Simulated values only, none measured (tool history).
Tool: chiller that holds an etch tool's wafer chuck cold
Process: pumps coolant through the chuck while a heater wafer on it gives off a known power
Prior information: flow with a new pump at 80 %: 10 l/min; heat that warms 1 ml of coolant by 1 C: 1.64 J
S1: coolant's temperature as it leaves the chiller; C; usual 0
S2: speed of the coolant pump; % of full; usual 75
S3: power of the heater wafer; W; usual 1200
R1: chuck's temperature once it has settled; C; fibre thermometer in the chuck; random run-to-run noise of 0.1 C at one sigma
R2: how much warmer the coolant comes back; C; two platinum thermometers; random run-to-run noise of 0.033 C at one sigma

Run 1, hour 0.0: usual settings. Result: R1 10.8 C, R2 4.77 C.
Run 2, hour 42.2: usual settings but S3 632 W. Result: R1 5.6 C, R2 2.58 C.
Run 3, hour 74.7: usual settings but S3 632 W. Result: R1 5.8 C, R2 2.50 C.
At hour 119.7: coolant changed, channels flushed.
Run 4, hour 138.8: usual settings. Result: R1 9.8 C, R2 4.76 C.
Run 5, hour 189.8: usual settings but S2 87 % of full. Result: R1 8.9 C, R2 4.11 C.
Run 6, hour 223.8: usual settings but S2 87 % of full. Result: R1 8.8 C, R2 4.12 C.
Run 7, hour 265.9: usual settings but S1 -9 C, S2 68 % of full. Result: R1 1.4 C, R2 5.31 C.
Run 8, hour 315.4: usual settings but S2 86 % of full. Result: R1 9.1 C, R2 4.16 C.
Run 9, hour 367.3: usual settings but S2 95 % of full, S3 1634 W. Result: R1 11.5 C, R2 5.06 C.
Run 10, hour 422.6: usual settings but S2 95 % of full, S3 1634 W. Result: R1 11.5 C, R2 5.11 C.

5 options for the next run, each taken on its own from the tool as it stands now. Forecast them:
Run A, hour 463.1: usual settings but S1 8 C, S2 95 % of full, S3 1596 W. Result: R1 ?, R2 ?.
Run B, hour 463.1: usual settings but S2 78 % of full, S3 821 W. Result: R1 ?, R2 ?.
Run C, hour 463.1: usual settings but S1 8 C, S2 61 % of full, S3 834 W. Result: R1 ?, R2 ?.
Run D, hour 463.1: usual settings but S1 -10 C, S2 80 % of full, S3 994 W. Result: R1 ?, R2 ?.
Run E, hour 463.1: usual settings but S1 1 C, S2 74 % of full, S3 1634 W. Result: R1 ?, R2 ?.

run    R1    R2
  A  19.1  5.08
  B   6.5  3.07
  C  15.9  4.08
  D  -2.1  3.73
  E  14.6  6.65
What these runs would have given with no unlogged condition in the tool:
run    R1    R2
  A  18.9  4.96
  B   6.4  2.99
  C  15.8  3.99
  D  -2.2  3.64
  E  14.4  6.50
